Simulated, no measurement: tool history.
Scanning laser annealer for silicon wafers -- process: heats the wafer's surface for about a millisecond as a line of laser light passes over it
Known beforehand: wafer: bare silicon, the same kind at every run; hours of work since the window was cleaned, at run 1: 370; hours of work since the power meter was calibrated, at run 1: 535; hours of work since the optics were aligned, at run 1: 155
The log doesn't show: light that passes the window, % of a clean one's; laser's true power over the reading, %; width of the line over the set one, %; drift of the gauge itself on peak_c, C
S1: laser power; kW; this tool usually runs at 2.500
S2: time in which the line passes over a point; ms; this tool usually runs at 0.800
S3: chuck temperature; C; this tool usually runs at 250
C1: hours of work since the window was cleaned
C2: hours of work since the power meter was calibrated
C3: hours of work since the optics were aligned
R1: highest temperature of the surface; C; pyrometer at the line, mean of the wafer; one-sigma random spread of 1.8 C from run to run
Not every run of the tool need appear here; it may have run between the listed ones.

run     day     S1     S2   S3   C1    C2   C3    R1
  1   0.000  2.500  0.800  250  370   535  155  1071
  2   2.817  2.500  0.800  250  399   564  184  1070
  3   5.754  2.500  0.800  250  430   595  215  1072
      6.158  -- window over the wafer cleaned
  4   9.946  2.360  0.800  250   40   638  258  1024
  5  13.504  2.360  0.800  250   77   675  296  1028
  6  15.825  2.360  0.800  250  101   700  320  1025
  7  18.075  2.360  0.800  250  125   723  343  1026
  8  22.058  2.360  0.800  250  167   765  385  1026
  9  25.921  2.500  0.800  250  207   806  426  1071
 10  29.246  2.500  0.800  250  242   840  461  1074
 11  32.975  2.136  0.800  250  281   880  500   946
 12  36.996  2.500  0.898  250  323   922  542  1118
 13  39.267  2.500  0.692  256  347   946  566  1022
 14  42.979  2.176  0.935  240  386   984  605  1006
 15  45.883  2.584  0.800  251  417  1015  635  1101
     47.454  -- window over the wafer cleaned
 16  50.058  2.584  0.800  251   27  1058  678  1100
 17  52.971  2.449  0.800  251   58  1088  709  1057
 18  55.929  2.214  0.800  224   89  1119  740   949
 19  58.708  2.516  0.672  276  118  1149  769  1038
 20  62.825  2.516  0.672  276  161  1192  812  1035
 21  65.079  2.516  0.672  276  185  1215  835  1035
 22  68.312  2.516  0.672  276  219  1249  869  1039
 23  72.433  2.439  0.993  258  262  1292  913  1149

What if the next run were any one of these 5? Each begins from the tool's condition after run 23:
  A  74.450  2.253  0.897  258  283  1314  934   ?
  B  74.450  2.439  0.913  231  283  1314  934   ?
  C  74.450  2.500  0.673  285  283  1314  934   ?
  D  74.450  2.208  0.993  258  283  1314  934   ?
  E  74.450  2.237  0.857  217  283  1314  934   ?

run    R1
  A  1039
  B  1082
  C  1041
  D  1065
  E   975
With the hidden condition removed and each run's random variation left untouched, the same runs would have given:
run    R1
  A  1040
  B  1082
  C  1041
  D  1065
  E   975
